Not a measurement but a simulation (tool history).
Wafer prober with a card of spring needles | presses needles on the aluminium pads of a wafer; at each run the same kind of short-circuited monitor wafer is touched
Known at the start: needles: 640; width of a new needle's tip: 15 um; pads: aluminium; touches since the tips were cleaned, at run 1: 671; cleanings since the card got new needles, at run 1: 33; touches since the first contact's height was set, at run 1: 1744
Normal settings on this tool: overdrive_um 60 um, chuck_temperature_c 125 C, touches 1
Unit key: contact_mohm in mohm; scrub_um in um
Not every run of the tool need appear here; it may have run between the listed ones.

run	hour	overdrive_um	chuck_temperature_c	touches	touches since the tips were cleaned	cleanings since the card got new needles	touches since the first contact's height was set	contact_mohm	scrub_um
1	0.0	60	125	1	671	33	1744	181	14.51
2	7.0	46	125	1	4180	33	5253	199	11.00
# hour 7.7: tips cleaned on abrasive film
# hour 17.0: tips cleaned on abrasive film
3	17.4	46	125	1	201	35	10333	187	11.00
4	25.2	46	125	1	4093	35	14225	199	11.01
# hour 26.2: tips cleaned on abrasive film
5	32.0	46	125	1	2874	36	17556	194	11.06
# hour 34.9: tips cleaned on abrasive film
6	37.5	46	125	1	1290	37	20265	191	10.96
# hour 43.7: tips cleaned on abrasive film
7	44.3	60	125	1	288	38	23586	178	14.32
8	48.8	56	125	1	2530	38	25828	188	13.45
# hour 53.2: tips cleaned on abrasive film
9	57.2	56	125	1	2034	39	30002	185	13.36
# hour 62.1: tips cleaned on abrasive film
10	66.0	56	125	1	1938	40	34319	187	13.27
# hour 70.9: tips cleaned on abrasive film
11	74.6	60	125	1	1834	41	38564	183	14.23
# hour 80.1: tips cleaned on abrasive film
12	83.5	60	125	1	1694	42	42952	187	14.15
# hour 89.0: tips cleaned on abrasive film
13	93.4	70	125	2	2187	43	47833	179	16.58
# hour 98.2: tips cleaned on abrasive film
14	98.6	52	78	3	207	44	50392	175	12.20
# hour 107.5: tips cleaned on abrasive film
15	107.7	52	78	3	114	45	54897	171	12.21
# hour 116.2: tips cleaned on abrasive film
16	116.2	69	125	2	0	46	59085	177	16.27
17	123.3	52	84	1	3542	46	62627	187	12.16
# hour 125.0: tips cleaned on abrasive film
18	133.0	50	34	1	3980	47	67396	179	11.68
# hour 134.0: tips cleaned on abrasive film
19	141.2	50	34	1	3569	48	71431	180	11.64
# hour 143.7: tips cleaned on abrasive film
20	147.9	42	33	1	2131	49	74748	182	9.62
# hour 152.7: tips cleaned on abrasive film
21	156.1	73	40	1	1708	50	78773	167	17.14
22	160.6	73	40	1	3947	50	81012	165	17.11

Branching from run 22: 4 alternative next runs. What would each branch give?
# hour 161.8: tips cleaned on abrasive film
A	167.6	58	40	2	2927	51	84475	?	?
# hour 161.8: tips cleaned on abrasive film
B	167.6	52	26	2	2927	51	84475	?	?
# hour 161.8: tips cleaned on abrasive film
C	167.6	73	32	1	2927	51	84475	?	?
# hour 161.8: tips cleaned on abrasive film
D	167.6	60	46	1	2927	51	84475	?	?

run	contact_mohm	scrub_um
A	170	13.53
B	170	12.03
C	165	17.09
D	170	14.04
Stripped of hidden state, with their random variation kept, the same runs would have yielded:
run	contact_mohm	scrub_um
A	163	14.02
B	161	12.52
C	158	17.58
D	160	14.53

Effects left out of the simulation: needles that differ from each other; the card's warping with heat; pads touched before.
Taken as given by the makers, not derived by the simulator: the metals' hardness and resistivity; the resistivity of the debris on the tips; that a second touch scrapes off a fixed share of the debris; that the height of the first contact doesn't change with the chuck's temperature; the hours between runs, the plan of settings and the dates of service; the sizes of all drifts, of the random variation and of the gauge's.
